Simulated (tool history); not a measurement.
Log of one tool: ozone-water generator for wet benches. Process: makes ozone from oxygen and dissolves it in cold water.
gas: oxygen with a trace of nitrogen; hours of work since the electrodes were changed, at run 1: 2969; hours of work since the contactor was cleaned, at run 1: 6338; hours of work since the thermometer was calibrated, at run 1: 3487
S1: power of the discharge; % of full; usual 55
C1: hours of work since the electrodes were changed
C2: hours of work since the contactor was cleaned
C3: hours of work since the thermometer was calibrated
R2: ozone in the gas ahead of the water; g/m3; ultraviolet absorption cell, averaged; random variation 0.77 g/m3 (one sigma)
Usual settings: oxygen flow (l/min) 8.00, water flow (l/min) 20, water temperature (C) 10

Run 1, day 0.000: usual settings; C1 2969; C2 6338; C3 3487. Result: dissolved ozone (ppm) 20.3, R2 117.0 g/m3.
Run 2, day 3.871: usual settings but water flow (l/min) 17; C1 3059; C2 6428; C3 3577. Result: dissolved ozone (ppm) 23.0, R2 116.1 g/m3.
Run 3, day 7.671: usual settings but water flow (l/min) 17; C1 3147; C2 6516; C3 3665. Result: dissolved ozone (ppm) 22.9, R2 117.6 g/m3.
At day 9.471: water thermometer calibrated.
Run 4, day 13.821: usual settings but water flow (l/min) 17; C1 3289; C2 6658; C3 101. Result: dissolved ozone (ppm) 23.1, R2 117.6 g/m3.
Run 5, day 19.275: usual settings; C1 3415; C2 6784; C3 227. Result: dissolved ozone (ppm) 20.4, R2 118.3 g/m3.
Run 6, day 23.392: usual settings but water temperature (C) 7; C1 3510; C2 6880; C3 322. Result: dissolved ozone (ppm) 21.2, R2 118.2 g/m3.
Run 7, day 28.958: usual settings but water temperature (C) 7; C1 3639; C2 7008; C3 451. Result: dissolved ozone (ppm) 21.3, R2 117.1 g/m3.
Run 8, day 35.154: usual settings but water flow (l/min) 18; C1 3782; C2 7152; C3 595. Result: dissolved ozone (ppm) 22.4, R2 117.4 g/m3.
Run 9, day 40.850: usual settings but water temperature (C) 7; C1 3914; C2 7284; C3 726. Result: dissolved ozone (ppm) 21.6, R2 117.5 g/m3.
Run 10, day 47.467: usual settings but water temperature (C) 7; C1 4067; C2 7437; C3 880. Result: dissolved ozone (ppm) 21.5, R2 117.7 g/m3.
Run 11, day 53.604: usual settings but water temperature (C) 7; C1 4210; C2 7579; C3 1022. Result: dissolved ozone (ppm) 21.3, R2 117.7 g/m3.
Run 12, day 58.254: usual settings; C1 4317; C2 7687; C3 1129. Result: dissolved ozone (ppm) 20.2, R2 117.1 g/m3.
Run 13, day 66.200: usual settings; C1 4501; C2 7871; C3 1313. Result: dissolved ozone (ppm) 20.3, R2 118.0 g/m3.
Run 14, day 73.696: usual settings; C1 4675; C2 8044; C3 1487. Result: dissolved ozone (ppm) 20.4, R2 117.3 g/m3.
Run 15, day 78.825: usual settings; C1 4793; C2 8163; C3 1606. Result: dissolved ozone (ppm) 20.4, R2 119.0 g/m3.
Run 16, day 84.421: usual settings but S1 98 % of full; C1 4923; C2 8292; C3 1735. Result: dissolved ozone (ppm) 34.7, R2 200.3 g/m3.
Run 17, day 90.462: usual settings but S1 98 % of full; C1 5063; C2 8432; C3 1875. Result: dissolved ozone (ppm) 34.4, R2 200.9 g/m3.
Run 18, day 95.229: usual settings but S1 98 % of full; C1 5173; C2 8543; C3 1985. Result: dissolved ozone (ppm) 34.8, R2 198.1 g/m3.
Run 19, day 101.908: usual settings but water flow (l/min) 29, water temperature (C) 14; C1 5328; C2 8697; C3 2140. Result: dissolved ozone (ppm) 13.9, R2 118.1 g/m3.
Run 20, day 108.429: usual settings but S1 54 % of full, water flow (l/min) 14, water temperature (C) 9; C1 5479; C2 8848; C3 2291. Result: dissolved ozone (ppm) 26.1, R2 115.2 g/m3.
Run 21, day 113.462: usual settings but S1 54 % of full, water flow (l/min) 21, water temperature (C) 9; C1 5595; C2 8965; C3 2407. Result: dissolved ozone (ppm) 19.8, R2 114.7 g/m3.
Run 22, day 118.992: usual settings but S1 97 % of full, oxygen flow (l/min) 4.47, water flow (l/min) 28; C1 5723; C2 9093; C3 2535. Result: dissolved ozone (ppm) 24.4, R2 274.0 g/m3.
Run 23, day 125.579: usual settings but S1 46 % of full, oxygen flow (l/min) 7.21, water flow (l/min) 21, water temperature (C) 15; C1 5876; C2 9245; C3 2688. Result: dissolved ozone (ppm) 15.6, R2 107.3 g/m3.
Run 24, day 132.504: usual settings but S1 46 % of full, oxygen flow (l/min) 7.21, water flow (l/min) 21, water temperature (C) 15; C1 6036; C2 9406; C3 2848. Result: dissolved ozone (ppm) 15.6, R2 105.3 g/m3.
Run 25, day 136.292: usual settings but water flow (l/min) 16, water temperature (C) 6; C1 6124; C2 9493; C3 2936. Result: dissolved ozone (ppm) 25.5, R2 117.3 g/m3.
Run 26, day 141.329: usual settings but water flow (l/min) 17, water temperature (C) 6; C1 6241; C2 9610; C3 3053. Result: dissolved ozone (ppm) 24.6, R2 117.7 g/m3.
Run 27, day 145.533: usual settings but water flow (l/min) 17, water temperature (C) 6; C1 6338; C2 9707; C3 3150. Result: dissolved ozone (ppm) 24.7, R2 117.4 g/m3.
Run 28, day 153.304: usual settings but water flow (l/min) 17, water temperature (C) 6; C1 6518; C2 9887; C3 3330. Result: dissolved ozone (ppm) 24.4, R2 117.4 g/m3.
Run 29, day 158.000: usual settings but oxygen flow (l/min) 6.86, water flow (l/min) 17, water temperature (C) 9; C1 6626; C2 9996; C3 3439. Result: dissolved ozone (ppm) 23.5, R2 126.9 g/m3.
Run 30, day 162.388: usual settings but oxygen flow (l/min) 6.86, water flow (l/min) 18, water temperature (C) 9; C1 6728; C2 10097; C3 3540. Result: dissolved ozone (ppm) 22.7, R2 127.8 g/m3.
Run 31, day 168.396: usual settings but oxygen flow (l/min) 6.86, water flow (l/min) 18, water temperature (C) 9; C1 6867; C2 10237; C3 3679. Result: dissolved ozone (ppm) 22.6, R2 128.5 g/m3.
At day 169.612: water thermometer calibrated.
Run 32, day 171.779: usual settings but S1 72 % of full, water temperature (C) 5; C1 6945; C2 10314; C3 50. Result: dissolved ozone (ppm) 28.1, R2 150.6 g/m3.
Run 33, day 176.775: usual settings but S1 52 % of full, oxygen flow (l/min) 6.73; C1 7061; C2 10430; C3 166. Result: dissolved ozone (ppm) 19.3, R2 122.3 g/m3.
Run 34, day 180.571: usual settings but S1 52 % of full, oxygen flow (l/min) 6.73; C1 7148; C2 10518; C3 254. Result: dissolved ozone (ppm) 19.4, R2 122.5 g/m3.

3 ways to go on from here, each from the tool as it stands after run 34. What would each give?
Run A, day 186.396: usual settings but S1 58 % of full, oxygen flow (l/min) 6.73, water flow (l/min) 23, water temperature (C) 8; C1 7283; C2 10653; C3 388. Result: dissolved ozone (ppm) ?, R2 ?.
Run B, day 186.396: usual settings but S1 98 % of full, oxygen flow (l/min) 5.72; C1 7283; C2 10653; C3 388. Result: dissolved ozone (ppm) ?, R2 ?.
Run C, day 186.396: usual settings but S1 52 % of full, oxygen flow (l/min) 6.73, water flow (l/min) 23; C1 7283; C2 10653; C3 388. Result: dissolved ozone (ppm) ?, R2 ?.

run  dissolved ozone (ppm)     R2
  A                   19.5  136.2
  B                   34.7  239.5
  C                   17.3  122.6
Without the tool's hidden state the same runs would have given:
run  dissolved ozone (ppm)     R2
  A                   19.6  136.3
  B                   34.7  239.7
  C                   17.4  122.7

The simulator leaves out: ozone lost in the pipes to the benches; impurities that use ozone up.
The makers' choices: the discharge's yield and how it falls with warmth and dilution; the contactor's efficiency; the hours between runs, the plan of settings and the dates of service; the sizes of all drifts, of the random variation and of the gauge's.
